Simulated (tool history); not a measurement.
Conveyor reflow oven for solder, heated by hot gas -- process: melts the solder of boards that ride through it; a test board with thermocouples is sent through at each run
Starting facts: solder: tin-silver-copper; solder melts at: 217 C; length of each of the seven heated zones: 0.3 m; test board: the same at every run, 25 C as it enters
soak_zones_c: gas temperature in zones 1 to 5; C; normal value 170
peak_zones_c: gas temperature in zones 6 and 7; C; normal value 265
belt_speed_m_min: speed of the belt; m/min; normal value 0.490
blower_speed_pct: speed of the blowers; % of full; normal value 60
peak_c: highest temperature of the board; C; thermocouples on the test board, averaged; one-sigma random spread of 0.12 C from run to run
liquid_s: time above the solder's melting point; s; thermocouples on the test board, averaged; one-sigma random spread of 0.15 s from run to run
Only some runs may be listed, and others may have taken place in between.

Run 1, hour 0.0: usual settings. Result: peak_c 244.7 C, liquid_s 46.3 s.
Run 2, hour 37.3: usual settings. Result: peak_c 244.8 C, liquid_s 46.7 s.
Run 3, hour 68.4: usual settings. Result: peak_c 244.6 C, liquid_s 46.7 s.
At hour 85.7: thermocouples of zones 6 and 7 changed.
Run 4, hour 114.1: usual settings but peak_zones_c 266 C. Result: peak_c 245.6 C, liquid_s 47.1 s.
Run 5, hour 142.7: usual settings but peak_zones_c 266 C. Result: peak_c 245.4 C, liquid_s 46.8 s.
Run 6, hour 184.1: usual settings but soak_zones_c 184 C. Result: peak_c 247.4 C, liquid_s 54.3 s.
Run 7, hour 218.7: usual settings but soak_zones_c 184 C, belt_speed_m_min 0.564 m/min. Result: peak_c 242.7 C, liquid_s 42.0 s.
Run 8, hour 245.9: usual settings. Result: peak_c 244.6 C, liquid_s 46.6 s.
Run 9, hour 270.2: usual settings but belt_speed_m_min 0.485 m/min. Result: peak_c 245.1 C, liquid_s 47.1 s.
Run 10, hour 316.3: usual settings but peak_zones_c 277 C. Result: peak_c 254.3 C, liquid_s 54.0 s.
Run 11, hour 355.1: usual settings but peak_zones_c 277 C. Result: peak_c 254.8 C, liquid_s 54.1 s.
Run 12, hour 381.6: usual settings but peak_zones_c 275 C. Result: peak_c 252.6 C, liquid_s 53.0 s.
At hour 416.9: flux residue cleaned out of gas plates and filters.
Run 13, hour 427.4: usual settings. Result: peak_c 244.6 C, liquid_s 46.2 s.
Run 14, hour 473.8: usual settings. Result: peak_c 244.6 C, liquid_s 46.8 s.
Run 15, hour 506.9: usual settings. Result: peak_c 244.8 C, liquid_s 46.4 s.
Run 16, hour 537.5: usual settings but peak_zones_c 264 C, belt_speed_m_min 0.498 m/min, blower_speed_pct 87 % of full. Result: peak_c 250.6 C, liquid_s 52.3 s.
At hour 549.0: belt drive overhauled, speed set with a stopwatch.
Run 17, hour 564.7: usual settings but peak_zones_c 255 C, belt_speed_m_min 0.498 m/min, blower_speed_pct 51 % of full. Result: peak_c 232.4 C, liquid_s 31.2 s.
Run 18, hour 590.7: usual settings but belt_speed_m_min 0.478 m/min, blower_speed_pct 65 % of full. Result: peak_c 247.3 C, liquid_s 50.5 s.
Run 19, hour 625.2: usual settings but blower_speed_pct 74 % of full. Result: peak_c 248.7 C, liquid_s 51.5 s.
Run 20, hour 654.1: usual settings but blower_speed_pct 74 % of full. Result: peak_c 248.8 C, liquid_s 51.3 s.
Run 21, hour 682.1: usual settings but soak_zones_c 159 C, peak_zones_c 261 C, belt_speed_m_min 0.424 m/min, blower_speed_pct 51 % of full. Result: peak_c 240.7 C, liquid_s 46.2 s.
Run 22, hour 714.7: usual settings but soak_zones_c 156 C, peak_zones_c 276 C, belt_speed_m_min 0.555 m/min, blower_speed_pct 63 % of full. Result: peak_c 246.6 C, liquid_s 37.7 s.
Run 23, hour 747.4: usual settings but soak_zones_c 156 C, peak_zones_c 276 C, belt_speed_m_min 0.504 m/min, blower_speed_pct 81 % of full. Result: peak_c 257.2 C, liquid_s 51.0 s.
Run 24, hour 779.5: usual settings but soak_zones_c 156 C, peak_zones_c 276 C, belt_speed_m_min 0.504 m/min, blower_speed_pct 81 % of full. Result: peak_c 257.0 C, liquid_s 51.1 s.
Run 25, hour 808.9: usual settings but peak_zones_c 276 C. Result: peak_c 253.8 C, liquid_s 53.5 s.
Run 26, hour 843.0: usual settings but soak_zones_c 174 C, peak_zones_c 262 C, belt_speed_m_min 0.561 m/min, blower_speed_pct 80 % of full. Result: peak_c 244.4 C, liquid_s 42.1 s.
Run 27, hour 884.9: usual settings but peak_zones_c 266 C, belt_speed_m_min 0.448 m/min. Result: peak_c 248.5 C, liquid_s 55.4 s.
Run 28, hour 908.7: usual settings but peak_zones_c 266 C, belt_speed_m_min 0.448 m/min. Result: peak_c 248.5 C, liquid_s 54.9 s.
Run 29, hour 940.9: usual settings but peak_zones_c 266 C, belt_speed_m_min 0.525 m/min, blower_speed_pct 87 % of full. Result: peak_c 250.7 C, liquid_s 49.2 s.

Branching from run 29: 5 alternative next runs. What would each branch give?
Run A, hour 981.8: usual settings but soak_zones_c 185 C, peak_zones_c 266 C, belt_speed_m_min 0.481 m/min, blower_speed_pct 59 % of full. Result: peak_c ?, liquid_s ?.
Run B, hour 981.8: usual settings but soak_zones_c 176 C. Result: peak_c ?, liquid_s ?.
Run C, hour 981.8: usual settings but soak_zones_c 183 C, peak_zones_c 256 C, belt_speed_m_min 0.396 m/min, blower_speed_pct 87 % of full. Result: peak_c ?, liquid_s ?.
Run D, hour 981.8: usual settings but peak_zones_c 276 C, belt_speed_m_min 0.525 m/min, blower_speed_pct 87 % of full. Result: peak_c ?, liquid_s ?.
Run E, hour 981.8: usual settings but peak_zones_c 261 C, belt_speed_m_min 0.440 m/min. Result: peak_c ?, liquid_s ?.

run  peak_c  liquid_s
  A   249.0      56.6
  B   246.0      49.8
  C   249.8      73.4
  D   259.4      54.0
  E   244.9      53.2
Without the tool's unlogged condition, the same runs would have read:
run  peak_c  liquid_s
  A   249.1      56.6
  B   246.0      49.9
  C   249.8      73.5
  D   259.5      54.0
  E   245.0      53.3

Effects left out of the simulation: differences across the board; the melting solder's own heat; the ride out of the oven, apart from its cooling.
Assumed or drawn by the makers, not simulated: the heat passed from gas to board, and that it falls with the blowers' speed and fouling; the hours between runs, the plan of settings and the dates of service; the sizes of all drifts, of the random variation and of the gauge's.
